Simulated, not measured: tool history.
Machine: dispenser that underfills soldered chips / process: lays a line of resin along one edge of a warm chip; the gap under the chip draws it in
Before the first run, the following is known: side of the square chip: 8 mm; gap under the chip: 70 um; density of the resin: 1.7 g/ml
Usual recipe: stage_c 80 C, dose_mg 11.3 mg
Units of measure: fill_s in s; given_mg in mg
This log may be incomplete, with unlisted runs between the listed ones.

{"run": 1, "hour": 0.0, "stage_c": 80, "dose_mg": 11.3, "fill_s": 84.4, "given_mg": 10.8}
{"hour": 2.7, "done": "new syringe of resin"}
{"run": 2, "hour": 4.1, "stage_c": 80, "dose_mg": 11.3, "fill_s": 57.7, "given_mg": 10.72}
{"run": 3, "hour": 7.2, "stage_c": 80, "dose_mg": 13.6, "fill_s": 61.7, "given_mg": 12.87}
{"run": 4, "hour": 9.8, "stage_c": 80, "dose_mg": 11.3, "fill_s": 71.6, "given_mg": 10.66}
{"hour": 16.2, "done": "new syringe of resin"}
{"run": 5, "hour": 16.2, "stage_c": 80, "dose_mg": 11.3, "fill_s": 53.7, "given_mg": 10.57}
{"run": 6, "hour": 18.9, "stage_c": 80, "dose_mg": 11.3, "fill_s": 61, "given_mg": 10.69}
{"hour": 22.3, "done": "dispensing valve cleaned and set on the balance"}
{"run": 7, "hour": 22.8, "stage_c": 80, "dose_mg": 11.3, "fill_s": 67, "given_mg": 11.36}
{"run": 8, "hour": 27.7, "stage_c": 80, "dose_mg": 11.3, "fill_s": 80.6, "given_mg": 11.27}
{"hour": 30.9, "done": "new syringe of resin"}
{"run": 9, "hour": 32.0, "stage_c": 80, "dose_mg": 11.3, "fill_s": 57.5, "given_mg": 11.24}
{"run": 10, "hour": 36.9, "stage_c": 80, "dose_mg": 11.3, "fill_s": 69.8, "given_mg": 11.31}
{"run": 11, "hour": 42.4, "stage_c": 80, "dose_mg": 11.3, "fill_s": 85.7, "given_mg": 11.17}
{"hour": 44.7, "done": "new syringe of resin"}
{"run": 12, "hour": 46.9, "stage_c": 80, "dose_mg": 11.3, "fill_s": 60, "given_mg": 11.24}
{"run": 13, "hour": 50.3, "stage_c": 80, "dose_mg": 11.3, "fill_s": 68.6, "given_mg": 11.15}
{"run": 14, "hour": 55.3, "stage_c": 80, "dose_mg": 11.3, "fill_s": 81.8, "given_mg": 11.1}
{"hour": 58.2, "done": "new syringe of resin"}
{"run": 15, "hour": 61.2, "stage_c": 80, "dose_mg": 11.3, "fill_s": 61.2, "given_mg": 11.07}
{"run": 16, "hour": 65.5, "stage_c": 80, "dose_mg": 13.5, "fill_s": 71.7, "given_mg": 13.3}
{"hour": 71.6, "done": "new syringe of resin"}
{"run": 17, "hour": 71.6, "stage_c": 80, "dose_mg": 13.5, "fill_s": 52.8, "given_mg": 13.13}
{"run": 18, "hour": 76.3, "stage_c": 80, "dose_mg": 13.5, "fill_s": 64.8, "given_mg": 13.19}
{"run": 19, "hour": 81.3, "stage_c": 80, "dose_mg": 13.5, "fill_s": 77.9, "given_mg": 12.99}
{"hour": 85.1, "done": "new syringe of resin"}
{"run": 20, "hour": 86.0, "stage_c": 94, "dose_mg": 11.5, "fill_s": 31.5, "given_mg": 11.1}
{"run": 21, "hour": 91.0, "stage_c": 86, "dose_mg": 14.2, "fill_s": 52.1, "given_mg": 13.71}
{"run": 22, "hour": 97.0, "stage_c": 87, "dose_mg": 11.3, "fill_s": 64.6, "given_mg": 10.86}
{"hour": 98.8, "done": "new syringe of resin"}
{"run": 23, "hour": 99.8, "stage_c": 87, "dose_mg": 11.3, "fill_s": 41.6, "given_mg": 10.95}
{"run": 24, "hour": 104.1, "stage_c": 88, "dose_mg": 11.1, "fill_s": 48.1, "given_mg": 10.73}
{"run": 25, "hour": 107.3, "stage_c": 88, "dose_mg": 11.1, "fill_s": 54, "given_mg": 10.7}
{"run": 26, "hour": 110.1, "stage_c": 68, "dose_mg": 10.1, "fill_s": 152.5, "given_mg": 9.73}
{"hour": 112.2, "done": "new syringe of resin"}
{"run": 27, "hour": 114.3, "stage_c": 89, "dose_mg": 10.9, "fill_s": 41.8, "given_mg": 10.53}
{"run": 28, "hour": 118.2, "stage_c": 74, "dose_mg": 12.2, "fill_s": 90.5, "given_mg": 11.72}
{"run": 29, "hour": 121.4, "stage_c": 73, "dose_mg": 13, "fill_s": 107.7, "given_mg": 12.4}
{"run": 30, "hour": 125.1, "stage_c": 93, "dose_mg": 13, "fill_s": 52.5, "given_mg": 12.38}
{"hour": 125.7, "done": "new syringe of resin"}
{"run": 31, "hour": 129.6, "stage_c": 93, "dose_mg": 13, "fill_s": 36.7, "given_mg": 12.37}
{"run": 32, "hour": 132.1, "stage_c": 84, "dose_mg": 11.1, "fill_s": 60.5, "given_mg": 10.48}
{"run": 33, "hour": 134.6, "stage_c": 78, "dose_mg": 13.7, "fill_s": 84.7, "given_mg": 13.03}
{"hour": 139.2, "done": "new syringe of resin"}
{"run": 34, "hour": 139.2, "stage_c": 76, "dose_mg": 11.9, "fill_s": 66.4, "given_mg": 11.18}
{"run": 35, "hour": 145.2, "stage_c": 76, "dose_mg": 11.9, "fill_s": 82.7, "given_mg": 11.23}

Branching from run 35: 5 alternative next runs. What would each branch give?
{"run": "A", "hour": 147.9, "stage_c": 76, "dose_mg": 12.7, "fill_s": "?", "given_mg": "?"}
{"run": "B", "hour": 147.9, "stage_c": 92, "dose_mg": 9.6, "fill_s": "?", "given_mg": "?"}
{"run": "C", "hour": 147.9, "stage_c": 76, "dose_mg": 13.5, "fill_s": "?", "given_mg": "?"}
{"run": "D", "hour": 147.9, "stage_c": 88, "dose_mg": 10.9, "fill_s": "?", "given_mg": "?"}
{"run": "E", "hour": 147.9, "stage_c": 93, "dose_mg": 11.5, "fill_s": "?", "given_mg": "?"}

run=A fill_s=90.8 given_mg=11.84
run=B fill_s=49.5 given_mg=9.01
run=C fill_s=90.8 given_mg=12.87
run=D fill_s=56.1 given_mg=10.4
run=E fill_s=44.2 given_mg=11.02
What these runs would have given with no unlogged condition in the tool:
run=A fill_s=59.1 given_mg=12.57
run=B fill_s=32 given_mg=9.56
run=C fill_s=59.3 given_mg=13.65
run=D fill_s=36.5 given_mg=11.04
run=E fill_s=28.9 given_mg=11.69

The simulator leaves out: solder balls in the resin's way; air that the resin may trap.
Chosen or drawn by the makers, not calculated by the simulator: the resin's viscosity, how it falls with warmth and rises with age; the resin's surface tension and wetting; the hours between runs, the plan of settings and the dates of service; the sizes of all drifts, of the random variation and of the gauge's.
